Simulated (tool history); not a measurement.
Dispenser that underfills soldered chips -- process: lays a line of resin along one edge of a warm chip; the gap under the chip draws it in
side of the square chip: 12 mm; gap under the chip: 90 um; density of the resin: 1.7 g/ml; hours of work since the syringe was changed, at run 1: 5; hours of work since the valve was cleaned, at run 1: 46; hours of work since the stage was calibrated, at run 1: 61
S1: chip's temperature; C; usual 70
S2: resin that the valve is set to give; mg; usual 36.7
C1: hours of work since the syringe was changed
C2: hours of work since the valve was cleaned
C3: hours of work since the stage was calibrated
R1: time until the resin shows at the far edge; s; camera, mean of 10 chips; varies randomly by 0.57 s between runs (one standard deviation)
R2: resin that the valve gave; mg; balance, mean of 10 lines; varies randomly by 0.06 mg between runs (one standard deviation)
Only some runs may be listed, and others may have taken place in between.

| run | hour | S1 | S2 | C1 | C2 | C3 | R1 | R2 |
|---|---|---|---|---|---|---|---|---|
| 1 | 0 | 70 | 36.7 | 5 | 46 | 61 | 68.8 | 36.07 |
|  | 2.2 | new syringe of resin |
|  | 12 | new syringe of resin |
| 2 | 17 | 70 | 36.7 | 3 | 57 | 72 | 59.4 | 35.92 |
|  | 22.9 | new syringe of resin |
| 3 | 31.1 | 70 | 36.7 | 6 | 66 | 81 | 69.8 | 35.82 |
|  | 32.6 | new syringe of resin |
|  | 42.8 | new syringe of resin |
| 4 | 44.7 | 70 | 36.7 | 1 | 74 | 90 | 52.2 | 35.76 |
|  | 52.4 | new syringe of resin |
| 5 | 52.6 | 58 | 36.7 | 0 | 80 | 95 | 96.3 | 35.67 |
|  | 55.6 | dispensing valve cleaned and set on the balance |
|  | 63.5 | new syringe of resin |
| 6 | 70.1 | 58 | 36.7 | 4 | 9 | 106 | 122.8 | 36.64 |
|  | 73.6 | new syringe of resin |
| 7 | 80.6 | 58 | 34.7 | 5 | 16 | 112 | 133.1 | 34.47 |
|  | 83.3 | new syringe of resin |
| 8 | 91.6 | 73 | 36.7 | 6 | 23 | 120 | 60.3 | 36.41 |
|  | 93.1 | new syringe of resin |
| 9 | 101.3 | 73 | 36.7 | 6 | 30 | 126 | 61.3 | 36.26 |
|  | 102.7 | new syringe of resin |
|  | 112.7 | new syringe of resin |
| 10 | 117.5 | 73 | 36.7 | 3 | 40 | 136 | 50.7 | 36.26 |
|  | 122.8 | new syringe of resin |
| 11 | 131.5 | 66 | 36.7 | 6 | 49 | 146 | 91.7 | 36.12 |
|  | 133.4 | new syringe of resin |
|  | 143.6 | new syringe of resin |
| 12 | 146.4 | 66 | 36.7 | 2 | 59 | 155 | 69.7 | 35.87 |
|  | 153.2 | new syringe of resin |
| 13 | 159.3 | 66 | 36.7 | 4 | 67 | 164 | 80.3 | 35.86 |
|  | 163.2 | new syringe of resin |
| 14 | 170 | 70 | 36.7 | 5 | 74 | 170 | 67 | 35.74 |
|  | 173.4 | new syringe of resin |
|  | 181.3 | dispensing valve cleaned and set on the balance |
| 15 | 181.3 | 70 | 36.7 | 5 | 0 | 177 | 67 | 36.52 |
|  | 184.7 | new syringe of resin |
| 16 | 193.5 | 70 | 36.7 | 6 | 8 | 185 | 71.8 | 36.46 |
|  | 194.8 | new syringe of resin |
|  | 204.6 | new syringe of resin |
| 17 | 209.8 | 70 | 36.7 | 3 | 18 | 196 | 62.6 | 36.13 |
|  | 215.3 | new syringe of resin |
| 18 | 218.9 | 70 | 36.7 | 2 | 24 | 201 | 58.8 | 36.17 |
|  | 225.3 | new syringe of resin |
| 19 | 231.8 | 75 | 32.6 | 4 | 33 | 210 | 52.9 | 32.11 |
|  | 235.1 | new syringe of resin |
|  | 245.3 | new syringe of resin |
| 20 | 248.2 | 67 | 32.1 | 2 | 43 | 220 | 69.1 | 31.43 |
|  | 255.5 | new syringe of resin |
|  | 265.3 | new syringe of resin |
| 21 | 265.7 | 64 | 44.9 | 0 | 55 | 232 | 70.2 | 43.89 |
|  | 275.8 | new syringe of resin |
| 22 | 276.6 | 60 | 35.6 | 1 | 62 | 239 | 90.2 | 34.8 |
|  | 285.6 | new syringe of resin |
| 23 | 288.1 | 65 | 35.1 | 2 | 69 | 246 | 74.3 | 34.16 |
|  | 295.4 | new syringe of resin |
| 24 | 301.9 | 64 | 34.2 | 4 | 78 | 255 | 95.6 | 33.14 |
|  | 305.2 | new syringe of resin |
|  | 307 | dispensing valve cleaned and set on the balance |
| 25 | 314.3 | 71 | 38.3 | 5 | 5 | 263 | 69 | 38.32 |
|  | 315.8 | new syringe of resin |
| 26 | 324.1 | 66 | 47.6 | 6 | 11 | 269 | 86.1 | 47.57 |
|  | 325.5 | new syringe of resin |
|  | 336.1 | new syringe of resin |
| 27 | 336.4 | 80 | 47.6 | 0 | 19 | 277 | 29.9 | 47.39 |
|  | 346.1 | new syringe of resin |
| 28 | 351.6 | 60 | 42.2 | 4 | 29 | 287 | 110.8 | 41.81 |
|  | 356 | new syringe of resin |
| 29 | 365.2 | 66 | 46.9 | 6 | 38 | 296 | 93.9 | 46.43 |
|  | 366.6 | new syringe of resin |
| 30 | 374.2 | 75 | 34.1 | 5 | 44 | 302 | 54.3 | 33.65 |
|  | 377.1 | new syringe of resin |
|  | 387.2 | new syringe of resin |
| 31 | 388.1 | 66 | 34.2 | 1 | 53 | 311 | 65.6 | 33.66 |
|  | 397.6 | new syringe of resin |
| 32 | 401.5 | 66 | 34.2 | 3 | 61 | 319 | 76.3 | 33.62 |

Subtracting, for every run, the result it would have given without the tool's unlogged condition from the measured result gives the following. The same run-to-run variation enters both numbers; the gauge's scatter may not:
Hidden conditions of the tool in this case: resin's viscosity, % of fresh resin's; dose that the valve gives, % of what is set; true chip temperature over the reading, C; drift of the gauge itself on fill_s, %; drift of the gauge itself on given_mg, %.
| run | R1 | R2 |
|---|---|---|
| 1 | +20.7 | -0.58 |
| 2 | +11.8 | -0.72 |
| 3 | +22.5 | -0.84 |
| 4 | +4.5 | -0.95 |
| 5 | +2.1 | -1.01 |
| 6 | +31 | -0.14 |
| 7 | +37.9 | -0.21 |
| 8 | +19.3 | -0.31 |
| 9 | +19.7 | -0.38 |
| 10 | +9.6 | -0.53 |
| 11 | +31.5 | -0.65 |
| 12 | +9.6 | -0.77 |
| 13 | +19.6 | -0.87 |
| 14 | +18.4 | -0.96 |
| 15 | +18.8 | -0.16 |
| 16 | +23.8 | -0.26 |
| 17 | +14.8 | -0.4 |
| 18 | +10.1 | -0.48 |
| 19 | +14.7 | -0.52 |
| 20 | +11.2 | -0.62 |
| 21 | +4.7 | -1.03 |
| 22 | +7.3 | -0.9 |
| 23 | +9.8 | -0.99 |
| 24 | +27.5 | -1.05 |
| 25 | +22.5 | +0.01 |
| 26 | +27.9 | -0.09 |
| 27 | +1.4 | -0.23 |
| 28 | +28.5 | -0.34 |
| 29 | +34.7 | -0.54 |
| 30 | +16.7 | -0.45 |
| 31 | +6.1 | -0.56 |
| 32 | +15.3 | -0.67 |

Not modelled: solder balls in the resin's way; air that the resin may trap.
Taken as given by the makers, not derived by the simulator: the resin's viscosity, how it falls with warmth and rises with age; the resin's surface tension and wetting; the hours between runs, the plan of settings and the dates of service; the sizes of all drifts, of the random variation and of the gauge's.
